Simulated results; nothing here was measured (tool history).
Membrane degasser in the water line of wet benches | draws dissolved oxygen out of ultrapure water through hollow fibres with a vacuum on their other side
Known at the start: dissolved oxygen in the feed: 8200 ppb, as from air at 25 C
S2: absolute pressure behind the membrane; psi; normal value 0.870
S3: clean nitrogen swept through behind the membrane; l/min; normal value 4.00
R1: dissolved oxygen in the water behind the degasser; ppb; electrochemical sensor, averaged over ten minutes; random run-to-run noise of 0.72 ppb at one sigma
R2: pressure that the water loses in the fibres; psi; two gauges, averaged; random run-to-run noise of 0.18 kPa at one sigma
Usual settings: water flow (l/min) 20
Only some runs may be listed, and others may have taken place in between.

{"run": 1, "hour": 0.0, "water flow (l/min)": 20, "S2": 0.87, "S3": 4.0, "R1": 66.5, "R2": 5.056}
{"run": 2, "hour": 58.5, "water flow (l/min)": 20, "S2": 0.657, "S3": 4.0, "R1": 47.9, "R2": 5.079}
{"run": 3, "hour": 129.9, "water flow (l/min)": 20, "S2": 0.657, "S3": 4.0, "R1": 50.1, "R2": 5.084}
{"run": 4, "hour": 204.1, "water flow (l/min)": 20, "S2": 0.87, "S3": 4.0, "R1": 66.6, "R2": 5.027}
{"run": 5, "hour": 278.5, "water flow (l/min)": 20, "S2": 0.87, "S3": 4.0, "R1": 67.7, "R2": 5.153}
{"run": 6, "hour": 337.9, "water flow (l/min)": 20, "S2": 0.87, "S3": 4.0, "R1": 67.6, "R2": 5.079}
{"hour": 344.6, "done": "vacuum gauge calibrated"}
{"run": 7, "hour": 421.6, "water flow (l/min)": 20, "S2": 0.87, "S3": 4.0, "R1": 67.5, "R2": 5.097}
{"run": 8, "hour": 481.9, "water flow (l/min)": 14, "S2": 1.872, "S3": 2.84, "R1": 124.5, "R2": 3.54}
{"run": 9, "hour": 558.9, "water flow (l/min)": 14, "S2": 1.872, "S3": 2.84, "R1": 122.2, "R2": 3.588}
{"hour": 571.3, "done": "vacuum gauge calibrated, once more"}
{"run": 10, "hour": 635.5, "water flow (l/min)": 14, "S2": 1.872, "S3": 2.84, "R1": 121.8, "R2": 3.556}
{"run": 11, "hour": 722.5, "water flow (l/min)": 14, "S2": 1.872, "S3": 2.84, "R1": 124.3, "R2": 3.569}

Expected results for the next run?
{"run": 12, "hour": 785.2, "water flow (l/min)": 14, "S2": 1.872, "S3": 2.84, "R1": "?", "R2": "?"}

R1: 123.7 ppb
R2: 3.565 psi
On a tool with no hidden condition, and with the same random variation, this run would have come out at R1 122.0 ppb, R2 3.513 psi.

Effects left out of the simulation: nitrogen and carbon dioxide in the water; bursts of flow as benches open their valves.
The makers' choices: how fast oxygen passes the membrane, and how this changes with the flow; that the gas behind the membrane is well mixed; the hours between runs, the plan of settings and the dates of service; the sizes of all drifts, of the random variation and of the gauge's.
